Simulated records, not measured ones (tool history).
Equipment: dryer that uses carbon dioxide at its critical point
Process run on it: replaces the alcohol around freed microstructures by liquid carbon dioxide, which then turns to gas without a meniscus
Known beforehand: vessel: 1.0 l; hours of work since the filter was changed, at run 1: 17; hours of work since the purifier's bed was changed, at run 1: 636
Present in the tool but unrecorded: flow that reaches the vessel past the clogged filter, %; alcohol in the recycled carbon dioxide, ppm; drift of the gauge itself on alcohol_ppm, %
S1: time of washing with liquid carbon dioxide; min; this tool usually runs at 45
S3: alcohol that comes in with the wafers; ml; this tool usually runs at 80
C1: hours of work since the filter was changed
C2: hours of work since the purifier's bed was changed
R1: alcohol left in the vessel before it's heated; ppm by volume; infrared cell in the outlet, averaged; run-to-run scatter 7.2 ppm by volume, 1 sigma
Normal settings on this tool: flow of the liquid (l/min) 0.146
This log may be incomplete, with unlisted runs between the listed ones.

run 1 hour=0 | S1=45 flow_of_the_liquid_(l/min)=0.146 S3=80 | C1=17 C2=636 | R1=441
run 2 hour=23 | S1=45 flow_of_the_liquid_(l/min)=0.146 S3=80 | C1=32 C2=651 | R1=461
run 3 hour=38.7 | S1=45 flow_of_the_liquid_(l/min)=0.114 S3=80 | C1=42 C2=661 | R1=1351
run 4 hour=65.5 | S1=45 flow_of_the_liquid_(l/min)=0.114 S3=80 | C1=60 C2=679 | R1=1300
run 5 hour=86.3 | S1=45 flow_of_the_liquid_(l/min)=0.114 S3=65 | C1=74 C2=693 | R1=1146
run 6 hour=109.6 | S1=45 flow_of_the_liquid_(l/min)=0.172 S3=80 | C1=89 C2=708 | R1=236
run 7 hour=127.6 | S1=45 flow_of_the_liquid_(l/min)=0.172 S3=80 | C1=101 C2=720 | R1=247
run 8 hour=147 | S1=45 flow_of_the_liquid_(l/min)=0.172 S3=80 | C1=114 C2=733 | R1=242
run 9 hour=174.4 | S1=45 flow_of_the_liquid_(l/min)=0.172 S3=80 | C1=132 C2=751 | R1=255
run 10 hour=201 | S1=45 flow_of_the_liquid_(l/min)=0.146 S3=80 | C1=149 C2=769 | R1=499
run 11 hour=213.7 | S1=45 flow_of_the_liquid_(l/min)=0.146 S3=80 | C1=158 C2=777 | R1=501
run 12 hour=235.7 | S1=45 flow_of_the_liquid_(l/min)=0.146 S3=80 | C1=172 C2=792 | R1=510
run 13 hour=251.1 | S1=45 flow_of_the_liquid_(l/min)=0.146 S3=80 | C1=183 C2=802 | R1=508
run 14 hour=264.3 | S1=45 flow_of_the_liquid_(l/min)=0.146 S3=80 | C1=191 C2=811 | R1=511
run 15 hour=280.4 | S1=45 flow_of_the_liquid_(l/min)=0.146 S3=80 | C1=202 C2=821 | R1=519
run 16 hour=305.1 | S1=65 flow_of_the_liquid_(l/min)=0.146 S3=117 | C1=218 C2=838 | R1=179
run 17 hour=335.2 | S1=38 flow_of_the_liquid_(l/min)=0.146 S3=40 | C1=238 C2=858 | R1=577
run 18 hour=361.7 | S1=27 flow_of_the_liquid_(l/min)=0.146 S3=80 | C1=256 C2=875 | R1=3498
run 19 hour=390.7 | S1=64 flow_of_the_liquid_(l/min)=0.16 S3=74 | C1=275 C2=894 | R1=156
run 20 hour=411.8 | S1=49 flow_of_the_liquid_(l/min)=0.245 S3=74 | C1=289 C2=908 | R1=148
run 21 hour=425.3 | S1=49 flow_of_the_liquid_(l/min)=0.245 S3=74 | C1=298 C2=917 | R1=140
run 22 hour=440.2 | S1=49 flow_of_the_liquid_(l/min)=0.19 S3=89 | C1=308 C2=927 | R1=189
run 23 hour=457.1 | S1=49 flow_of_the_liquid_(l/min)=0.19 S3=89 | C1=319 C2=938 | R1=188
run 24 hour=475.1 | S1=37 flow_of_the_liquid_(l/min)=0.139 S3=22 | C1=331 C2=950 | R1=508
run 25 hour=498.7 | S1=37 flow_of_the_liquid_(l/min)=0.142 S3=22 | C1=346 C2=966 | R1=473
run 26 hour=517.3 | S1=59 flow_of_the_liquid_(l/min)=0.142 S3=34 | C1=359 C2=978 | R1=195
run 27 hour=536 | S1=35 flow_of_the_liquid_(l/min)=0.138 S3=69 | C1=371 C2=990 | R1=1680
run 28 hour=548.7 | S1=66 flow_of_the_liquid_(l/min)=0.138 S3=43 | C1=379 C2=999 | R1=186
run 29 hour=578.5 | S1=66 flow_of_the_liquid_(l/min)=0.138 S3=43 | C1=399 C2=1019 | R1=193
run 30 hour=606.2 | S1=66 flow_of_the_liquid_(l/min)=0.138 S3=43 | C1=418 C2=1037 | R1=187

Predict each of these 4 candidate next runs independently; none follows another, all start after run 30:
run A hour=635.6 | S1=49 flow_of_the_liquid_(l/min)=0.138 S3=41 | C1=437 C2=1056 | R1=?
run B hour=635.6 | S1=35 flow_of_the_liquid_(l/min)=0.146 S3=91 | C1=437 C2=1056 | R1=?
run C hour=635.6 | S1=48 flow_of_the_liquid_(l/min)=0.223 S3=24 | C1=437 C2=1056 | R1=?
run D hour=635.6 | S1=66 flow_of_the_liquid_(l/min)=0.161 S3=83 | C1=437 C2=1056 | R1=?

run=A R1=375
run=B R1=1765
run=C R1=162
run=D R1=183
What these runs would have given with no unlogged condition in the tool:
run=A R1=164
run=B R1=1296
run=C R1=5
run=D R1=18
